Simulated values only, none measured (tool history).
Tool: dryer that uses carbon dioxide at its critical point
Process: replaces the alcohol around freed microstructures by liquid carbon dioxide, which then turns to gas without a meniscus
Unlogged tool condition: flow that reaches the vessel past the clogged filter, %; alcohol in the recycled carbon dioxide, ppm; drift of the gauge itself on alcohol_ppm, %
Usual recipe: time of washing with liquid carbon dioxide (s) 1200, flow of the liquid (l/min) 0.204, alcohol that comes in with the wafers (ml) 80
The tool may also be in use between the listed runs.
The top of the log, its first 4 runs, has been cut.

run,day,time of washing with liquid carbon dioxide (s),flow of the liquid (l/min),alcohol that comes in with the wafers (ml),hours of work since the filter was changed,hours of work since the purifier's bed was changed,alcohol left in the vessel before it's heated (ppm by volume)
5,3.621,1200,0.275,55,281,331,68
6,4.4,1200,0.275,55,291,342,84
7,5.133,1200,0.228,80,301,352,162
8,6.296,1200,0.163,80,317,368,817
9,6.892,1740,0.163,80,325,376,132
10,7.675,1200,0.14,80,336,387,1779
11,8.35,1200,0.14,80,345,396,1785
12,9.646,1200,0.204,80,363,413,304
13,11.025,1200,0.204,80,382,432,321
# day 11.988: inlet filter changed
14,12.012,1200,0.204,80,0,445,171
15,13.375,1200,0.204,80,19,464,192
16,13.967,1200,0.204,80,27,472,188
17,14.958,1200,0.204,80,40,485,195
18,16.154,1200,0.204,80,57,501,202
19,17.083,1200,0.204,84,69,514,218
20,18.071,780,0.204,80,83,528,1556
21,18.754,1800,0.204,80,92,537,103
22,19.775,1200,0.204,80,106,551,215
23,20.875,1200,0.204,80,121,566,227
24,21.967,1380,0.204,24,136,581,126
25,23.133,1620,0.133,76,152,596,414

Run 26 is up next; what results do you expect?
26,23.788,1620,0.28,76,161,605,?

alcohol left in the vessel before it's heated (ppm by volume): 115
The same run, on a tool lacking any hidden state, would have yielded alcohol left in the vessel before it's heated (ppm by volume) 11.

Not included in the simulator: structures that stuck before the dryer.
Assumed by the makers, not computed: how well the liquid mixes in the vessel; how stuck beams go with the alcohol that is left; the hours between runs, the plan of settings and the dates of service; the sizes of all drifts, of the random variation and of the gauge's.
